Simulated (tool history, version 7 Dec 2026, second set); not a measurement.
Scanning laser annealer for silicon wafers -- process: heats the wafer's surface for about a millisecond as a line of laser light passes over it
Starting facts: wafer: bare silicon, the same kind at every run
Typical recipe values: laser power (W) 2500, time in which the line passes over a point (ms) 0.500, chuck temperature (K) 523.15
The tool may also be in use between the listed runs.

run	day	laser power (W)	time in which the line passes over a point (ms)	chuck temperature (K)	highest temperature of the surface (K)
1	0.000	2500	0.500	523.15	1240.15
2	2.767	2500	0.500	487.15	1203.15
3	5.375	2500	0.500	523.15	1236.15
4	7.929	2500	0.500	523.15	1233.15
# day 8.367: optics aligned, line set to its width
5	10.675	2500	0.500	523.15	1226.15
6	12.979	2500	0.358	510.15	1113.15
7	14.738	2500	0.500	489.15	1189.15
8	16.908	2500	0.438	497.15	1156.15
# day 17.671: optics aligned, line set to its width, once more
9	18.738	2500	0.549	527.15	1276.15
10	20.792	2500	0.549	527.15	1271.15

What if the next run were any one of these 5? Each begins from the tool's condition after run 10:
A	22.954	2135	0.410	498.15	?
B	22.954	2691	0.500	491.15	?
C	22.954	2172	0.570	563.15	?
D	22.954	2500	0.605	527.15	?
E	22.954	2500	0.387	523.15	?

run	highest temperature of the surface (K)
A	1042.15
B	1266.15
C	1211.15
D	1306.15
E	1157.15
With no hidden state in the tool, these same runs would have given:
run	highest temperature of the surface (K)
A	1059.15
B	1291.15
C	1232.15
D	1331.15
E	1177.15
